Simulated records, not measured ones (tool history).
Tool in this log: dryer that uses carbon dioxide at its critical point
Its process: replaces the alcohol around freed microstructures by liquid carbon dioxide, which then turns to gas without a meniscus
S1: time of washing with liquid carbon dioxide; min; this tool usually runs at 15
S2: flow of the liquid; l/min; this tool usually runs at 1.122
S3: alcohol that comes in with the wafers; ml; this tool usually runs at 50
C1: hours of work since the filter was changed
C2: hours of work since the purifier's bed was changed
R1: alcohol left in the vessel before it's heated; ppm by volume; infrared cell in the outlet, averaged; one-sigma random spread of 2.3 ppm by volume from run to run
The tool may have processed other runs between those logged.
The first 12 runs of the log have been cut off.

| run | hour | S1 | S2 | S3 | C1 | C2 | R1 |
|---|---|---|---|---|---|---|---|
| 13 | 170.4 | 13 | 1.122 | 50 | 152 | 184 | 59 |
| 14 | 184.6 | 13 | 1.122 | 50 | 160 | 192 | 62 |
| 15 | 201.5 | 13 | 1.122 | 50 | 170 | 201 | 63 |
| 16 | 215.7 | 13 | 1.122 | 50 | 178 | 209 | 67 |
| 17 | 236.9 | 13 | 1.122 | 50 | 190 | 221 | 67 |
| 18 | 248.6 | 13 | 1.122 | 50 | 197 | 228 | 63 |
| 19 | 259.5 | 13 | 1.122 | 50 | 203 | 234 | 64 |
| 20 | 272.8 | 13 | 1.122 | 50 | 210 | 241 | 65 |
| 21 | 284.8 | 13 | 1.122 | 50 | 217 | 248 | 72 |
| 22 | 302.3 | 24 | 1.122 | 32 | 227 | 258 | 13 |
| 23 | 322.4 | 24 | 1.122 | 32 | 238 | 269 | 9 |
| 24 | 340.9 | 15 | 0.69 | 38 | 249 | 280 | 318 |
| 25 | 350.9 | 15 | 1.21 | 22 | 254 | 286 | 21 |
| 26 | 371.9 | 15 | 1.78 | 110 | 266 | 297 | 12 |
| 27 | 387.7 | 10 | 1.69 | 95 | 275 | 306 | 52 |
| 28 | 400.3 | 15 | 0.91 | 50 | 282 | 313 | 122 |
| 29 | 415.6 | 21 | 1.63 | 39 | 291 | 322 | 12 |
| 30 | 429.1 | 21 | 1.63 | 39 | 298 | 330 | 18 |
| 31 | 439.9 | 21 | 1.63 | 39 | 305 | 336 | 15 |
| 32 | 459.3 | 20 | 0.74 | 32 | 315 | 347 | 67 |

Expected results for the next run?
| 33 | 476.1 | 13 | 1.25 | 33 | 325 | 356 | ? |

{"run 33": {"R1": 33}}
With the hidden condition absent and the run-to-run variation left alone, this run would have shown R1 10 ppm by volume.

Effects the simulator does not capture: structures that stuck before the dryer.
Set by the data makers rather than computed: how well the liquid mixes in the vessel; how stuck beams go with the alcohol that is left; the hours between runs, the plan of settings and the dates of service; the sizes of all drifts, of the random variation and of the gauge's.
